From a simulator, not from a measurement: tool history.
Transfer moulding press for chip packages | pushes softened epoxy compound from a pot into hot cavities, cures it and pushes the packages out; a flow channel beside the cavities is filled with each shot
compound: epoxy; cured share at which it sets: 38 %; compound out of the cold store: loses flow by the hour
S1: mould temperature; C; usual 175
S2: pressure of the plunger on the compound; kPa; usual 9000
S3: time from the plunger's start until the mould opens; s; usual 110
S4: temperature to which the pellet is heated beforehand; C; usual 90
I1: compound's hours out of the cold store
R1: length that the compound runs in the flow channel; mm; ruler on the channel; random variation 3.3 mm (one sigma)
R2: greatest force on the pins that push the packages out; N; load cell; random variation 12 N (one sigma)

run   hour   S1    S2   S3  S4    I1   R1    R2
  1      0  175  9000  110  90  14.9  885   571
  2   18.5  175  9000  110  90  31.9  835   693
  3   46.6  175  9000  110  90  44.6  793   852
  4   60.3  175  9000  110  90  30.8  832   896
      64.7  -- plunger's sealing rings changed
  5   74.7  175  9000  110  90  26.3  913   930
  6   96.9  175  9000  110  90    21  928   982
     100.6  -- cavities cleaned with cleaning compound and waxed
  7  125.1  175  9000  110  94  26.6  901   725
  8  138.9  175  9000  110  90  40.5  857   801
  9  153.7  175  9000  110  90  37.7  869   870
 10  178.5  175  9000  110  90  46.6  831   887
     198.8  -- cavities cleaned with cleaning compound and waxed
 11  205.2  175  9000  110  90  21.6  908   594
 12  232.1  175  9000  110  90  18.9  911   796
 13  258.5  175  9000  110  90  12.6  926   920
 14  271.1  175  9000  110  90  22.6  890   912
 15  292.5  175  9000  110  90    13  909  1024

Forecast run 16:
     297.4  -- cavities cleaned with cleaning compound and waxed
 16  313.5  175  8190  110  90  39.2   ?   ?

Run 16 gave R1 794 mm, R2 641 N.
Without the tool's hidden state the same run would have given R1 836 mm, R2 537 N.
